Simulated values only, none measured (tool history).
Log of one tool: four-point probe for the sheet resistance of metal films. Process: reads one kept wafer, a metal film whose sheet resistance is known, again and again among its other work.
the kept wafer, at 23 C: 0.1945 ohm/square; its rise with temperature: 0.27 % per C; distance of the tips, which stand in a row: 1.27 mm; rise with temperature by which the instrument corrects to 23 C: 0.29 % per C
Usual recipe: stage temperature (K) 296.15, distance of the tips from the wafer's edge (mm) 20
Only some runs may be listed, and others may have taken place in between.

run,hour,stage temperature (K),distance of the tips from the wafer's edge (mm),sheet resistance as the instrument gives it (ohm/square)
1,0.0,296.15,20,0.194893
2,28.3,296.15,20,0.194948
3,64.0,296.15,20,0.194910
4,100.7,296.15,20,0.194906
5,128.6,296.15,20,0.194951
6,154.9,296.15,20,0.194913
7,199.6,296.15,55,0.194512
8,224.4,296.15,11,0.195875
9,246.9,296.15,11,0.195872
10,288.1,296.15,11,0.195867
11,327.2,293.15,20,0.195022
12,363.1,296.15,20,0.194891
13,392.3,304.15,12,0.195445
14,431.6,304.15,12,0.195472
15,456.3,299.15,5,0.200961
16,477.7,299.15,5,0.200953
17,516.6,298.15,73,0.194511
18,562.8,298.15,73,0.194414
19,589.4,293.15,17,0.195142
20,631.5,293.15,47,0.194681
21,660.9,305.15,47,0.194350
22,705.5,305.15,5,0.200775
23,747.2,305.15,5,0.200748
24,769.9,297.15,5,0.201017

Here are 5 independent what-if runs from the current tool condition. What would each one return?
A,792.7,297.15,14,?
B,792.7,296.15,28,?
C,792.7,295.15,10,?
D,792.7,298.15,3,?
E,792.7,297.15,11,?

run,sheet resistance as the instrument gives it (ohm/square)
A,0.195378
B,0.194761
C,0.196209
D,0.211298
E,0.195900
With no hidden state in the tool, these same runs would have given:
run,sheet resistance as the instrument gives it (ohm/square)
A,0.195383
B,0.194766
C,0.196214
D,0.211304
E,0.195905
